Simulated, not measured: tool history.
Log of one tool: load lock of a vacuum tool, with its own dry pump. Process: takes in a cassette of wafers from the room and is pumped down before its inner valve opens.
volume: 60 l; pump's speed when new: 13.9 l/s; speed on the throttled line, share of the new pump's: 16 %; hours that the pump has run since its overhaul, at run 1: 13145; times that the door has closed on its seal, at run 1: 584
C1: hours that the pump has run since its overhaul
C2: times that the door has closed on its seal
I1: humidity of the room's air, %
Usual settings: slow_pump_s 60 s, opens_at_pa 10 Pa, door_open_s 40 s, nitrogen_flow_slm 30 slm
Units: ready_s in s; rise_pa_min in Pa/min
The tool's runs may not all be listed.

run 1 hour=0.0 | slow_pump_s=60 opens_at_pa=10 door_open_s=40 nitrogen_flow_slm=30 | C1=13145 C2=584 | I1=46.9 | ready_s=95.7 rise_pa_min=0.015
run 2 hour=119.2 | slow_pump_s=60 opens_at_pa=10 door_open_s=40 nitrogen_flow_slm=30 | C1=13265 C2=722 | I1=43.0 | ready_s=94.9 rise_pa_min=0.015
run 3 hour=198.9 | slow_pump_s=60 opens_at_pa=10 door_open_s=57 nitrogen_flow_slm=30 | C1=13344 C2=814 | I1=42.6 | ready_s=94.9 rise_pa_min=0.018
run 4 hour=256.9 | slow_pump_s=60 opens_at_pa=14 door_open_s=40 nitrogen_flow_slm=30 | C1=13402 C2=880 | I1=45.5 | ready_s=93.5 rise_pa_min=0.018
run 5 hour=366.7 | slow_pump_s=60 opens_at_pa=14 door_open_s=40 nitrogen_flow_slm=30 | C1=13512 C2=1007 | I1=45.7 | ready_s=93.9 rise_pa_min=0.016
run 6 hour=435.6 | slow_pump_s=60 opens_at_pa=14 door_open_s=40 nitrogen_flow_slm=30 | C1=13581 C2=1086 | I1=43.5 | ready_s=93.1 rise_pa_min=0.012
run 7 hour=498.5 | slow_pump_s=44 opens_at_pa=14 door_open_s=71 nitrogen_flow_slm=5 | C1=13644 C2=1159 | I1=46.3 | ready_s=80.7 rise_pa_min=0.045
run 8 hour=562.9 | slow_pump_s=60 opens_at_pa=11 door_open_s=37 nitrogen_flow_slm=20 | C1=13708 C2=1233 | I1=44.6 | ready_s=94.8 rise_pa_min=0.018
run 9 hour=651.8 | slow_pump_s=60 opens_at_pa=10 door_open_s=218 nitrogen_flow_slm=8 | C1=13797 C2=1335 | I1=43.5 | ready_s=96.3 rise_pa_min=0.069
run 10 hour=762.3 | slow_pump_s=60 opens_at_pa=10 door_open_s=218 nitrogen_flow_slm=8 | C1=13908 C2=1463 | I1=47.0 | ready_s=96.4 rise_pa_min=0.066
run 11 hour=812.0 | slow_pump_s=49 opens_at_pa=10 door_open_s=40 nitrogen_flow_slm=30 | C1=13958 C2=1520 | I1=46.2 | ready_s=87.2 rise_pa_min=0.009
run 12 hour=889.9 | slow_pump_s=91 opens_at_pa=10 door_open_s=159 nitrogen_flow_slm=36 | C1=14035 C2=1610 | I1=42.3 | ready_s=120.6 rise_pa_min=0.025

Some steps in ready_s between neighbouring runs. How much of each would the tool show without its hidden state too (settings, what came in, random variation), and how much is left for the hidden state, with any gauge scatter that isn't in both results?
The hidden state here: pump's speed, % of a new pump's; leak at the door's seal, Pa l/s; drift of the gauge itself on ready_s, %; drift of the gauge itself on rise_pa_min, %.
Run 11 -> 12: slow_pump_s 49 -> 91, door_open_s 40 -> 159, nitrogen_flow_slm 30 -> 36. ready_s +33.4 s: hidden state -1.2, all else +34.6.

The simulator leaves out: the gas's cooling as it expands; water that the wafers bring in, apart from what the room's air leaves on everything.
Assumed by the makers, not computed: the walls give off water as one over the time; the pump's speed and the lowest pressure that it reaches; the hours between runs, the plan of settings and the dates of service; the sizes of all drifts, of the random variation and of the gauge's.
